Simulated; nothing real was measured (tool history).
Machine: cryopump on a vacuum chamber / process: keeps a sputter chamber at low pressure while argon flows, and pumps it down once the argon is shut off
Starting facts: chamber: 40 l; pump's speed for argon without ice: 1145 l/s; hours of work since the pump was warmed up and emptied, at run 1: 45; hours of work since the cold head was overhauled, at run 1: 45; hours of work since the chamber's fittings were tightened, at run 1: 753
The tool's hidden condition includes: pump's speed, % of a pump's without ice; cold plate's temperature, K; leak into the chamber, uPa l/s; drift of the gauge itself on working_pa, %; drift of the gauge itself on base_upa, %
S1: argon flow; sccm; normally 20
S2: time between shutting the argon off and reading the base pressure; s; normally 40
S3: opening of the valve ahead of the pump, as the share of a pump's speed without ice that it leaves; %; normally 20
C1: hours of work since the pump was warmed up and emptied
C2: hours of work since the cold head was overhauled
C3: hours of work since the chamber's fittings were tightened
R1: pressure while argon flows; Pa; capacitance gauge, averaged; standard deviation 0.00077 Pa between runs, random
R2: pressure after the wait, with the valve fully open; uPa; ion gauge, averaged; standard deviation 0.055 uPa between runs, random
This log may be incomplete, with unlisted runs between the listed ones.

run,hour,S1,S2,S3,C1,C2,C3,R1,R2
1,0,20,40,20,45,45,753,0.1485,5.19
2,28.4,37,40,20,64,64,771,0.2739,5.23
3,64.9,37,40,20,87,87,795,0.2742,5.26
4,92.5,37,40,20,105,105,813,0.2774,5.4
5,112.8,37,40,20,118,118,826,0.2768,5.39
6,143.5,20,40,20,138,138,846,0.1493,5.48
7,190.5,20,40,20,168,168,876,0.1493,5.7
8,233.1,20,40,20,196,196,904,0.1503,5.72
9,276.6,20,40,20,224,224,932,0.1505,5.72
10,315.2,20,40,20,249,249,957,0.1526,5.85
11,336.4,31,230,16,263,263,970,0.2938,3.34
12,380.6,20,59,30,291,291,999,0.103,5.16
13,414.6,13,42,20,313,313,1021,0.1004,5.95
14,439.7,20,231,23,329,329,1037,0.1348,3.58
15,487.4,25,93,23,360,360,1068,0.1689,4.54

Branching from run 15: 3 alternative next runs. What would each branch give?
A,508,12,93,23,374,374,1081,?,?
B,508,25,30,23,374,374,1081,?,?
C,508,20,40,48,374,374,1081,?,?

run,R1,R2
A,0.082,4.72
B,0.1704,7.52
C,0.0689,6.34
With no hidden state in the tool, these same runs would have given:
run,R1,R2
A,0.0773,1.68
B,0.1608,4.51
C,0.0612,3.39
